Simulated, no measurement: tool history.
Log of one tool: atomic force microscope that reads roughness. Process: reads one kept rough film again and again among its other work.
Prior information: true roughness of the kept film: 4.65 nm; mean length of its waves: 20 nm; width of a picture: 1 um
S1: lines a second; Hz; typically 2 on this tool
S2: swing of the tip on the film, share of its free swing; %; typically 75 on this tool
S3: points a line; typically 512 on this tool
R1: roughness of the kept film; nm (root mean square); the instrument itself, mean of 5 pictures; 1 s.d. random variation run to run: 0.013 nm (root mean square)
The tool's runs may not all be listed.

run 1 hour=0 | S1=2 S2=75 S3=512 | R1=1.71
run 2 hour=29.5 | S1=2 S2=75 S3=512 | R1=1.65
run 3 hour=58.8 | S1=2 S2=75 S3=279 | R1=1.538
-- hour=77.4 new tip fitted
run 4 hour=81.8 | S1=2 S2=69 S3=512 | R1=3.091
run 5 hour=109 | S1=2 S2=56 S3=512 | R1=3.03
run 6 hour=128.9 | S1=2 S2=75 S3=512 | R1=2.597
run 7 hour=155 | S1=2 S2=75 S3=512 | R1=2.442
run 8 hour=182.7 | S1=2 S2=75 S3=512 | R1=2.302
run 9 hour=206.1 | S1=2 S2=75 S3=512 | R1=2.169
run 10 hour=234.6 | S1=2 S2=75 S3=512 | R1=2.029
run 11 hour=258.1 | S1=2 S2=75 S3=512 | R1=1.928
run 12 hour=280.6 | S1=2 S2=75 S3=512 | R1=1.845
run 13 hour=303.4 | S1=2 S2=87 S3=512 | R1=1.607
run 14 hour=335.1 | S1=2 S2=87 S3=512 | R1=1.512
run 15 hour=367.6 | S1=2 S2=87 S3=512 | R1=1.436
run 16 hour=389 | S1=2 S2=63 S3=512 | R1=1.649
-- hour=407.1 new tip fitted
run 17 hour=415.5 | S1=2 S2=63 S3=512 | R1=3.122
run 18 hour=436.6 | S1=2 S2=63 S3=512 | R1=2.985
run 19 hour=466.7 | S1=2 S2=63 S3=512 | R1=2.76
run 20 hour=494.8 | S1=2 S2=63 S3=512 | R1=2.54
run 21 hour=513.8 | S1=2 S2=63 S3=512 | R1=2.459
run 22 hour=542.5 | S1=2 S2=63 S3=448 | R1=2.309
run 23 hour=575.7 | S1=2 S2=75 S3=512 | R1=2.019
run 24 hour=606.3 | S1=2 S2=80 S3=333 | R1=1.806
run 25 hour=636.1 | S1=2 S2=80 S3=333 | R1=1.709
run 26 hour=658 | S1=1.27 S2=70 S3=512 | R1=1.86
run 27 hour=675.2 | S1=2 S2=59 S3=512 | R1=1.824
run 28 hour=699.9 | S1=2 S2=59 S3=512 | R1=1.771
run 29 hour=722.1 | S1=2 S2=59 S3=512 | R1=1.719
-- hour=737.1 new tip fitted
run 30 hour=744 | S1=1.25 S2=62 S3=421 | R1=3.233
run 31 hour=776.3 | S1=2.08 S2=76 S3=329 | R1=2.622
run 32 hour=802.3 | S1=2.11 S2=64 S3=512 | R1=2.659
run 33 hour=824.9 | S1=3.79 S2=59 S3=999 | R1=2.483
run 34 hour=843.1 | S1=3.79 S2=76 S3=549 | R1=2.011
run 35 hour=865.6 | S1=2 S2=67 S3=720 | R1=2.301
run 36 hour=896.3 | S1=0.88 S2=67 S3=512 | R1=2.259
run 37 hour=924.3 | S1=0.88 S2=67 S3=512 | R1=2.166
run 38 hour=943.6 | S1=1.12 S2=56 S3=265 | R1=2.053
run 39 hour=965.6 | S1=1.12 S2=56 S3=265 | R1=1.994
run 40 hour=994.8 | S1=1.92 S2=56 S3=265 | R1=1.857
run 41 hour=1015.8 | S1=2.17 S2=82 S3=783 | R1=1.555
run 42 hour=1045.4 | S1=1.42 S2=56 S3=295 | R1=1.746
-- hour=1068.5 new tip fitted
run 43 hour=1075.6 | S1=3.16 S2=86 S3=433 | R1=2.387
run 44 hour=1103.8 | S1=3.62 S2=63 S3=416 | R1=2.783
run 45 hour=1134.7 | S1=3.62 S2=63 S3=386 | R1=2.556
run 46 hour=1164.3 | S1=3.62 S2=63 S3=386 | R1=2.376

Consider 3 possible next runs. They are alternatives, not a sequence: every one starts from the tool as it was left by run 46. What does each give?
run A hour=1194.5 | S1=2 S2=69 S3=741 | R1=?
run B hour=1194.5 | S1=1 S2=77 S3=562 | R1=?
run C hour=1194.5 | S1=2.85 S2=75 S3=512 | R1=?

run=A R1=2.331
run=B R1=2.357
run=C R1=2.095
Had the tool no hidden state, the same runs would have come out as:
run=A R1=3.156
run=B R1=3.195
run=C R1=2.837
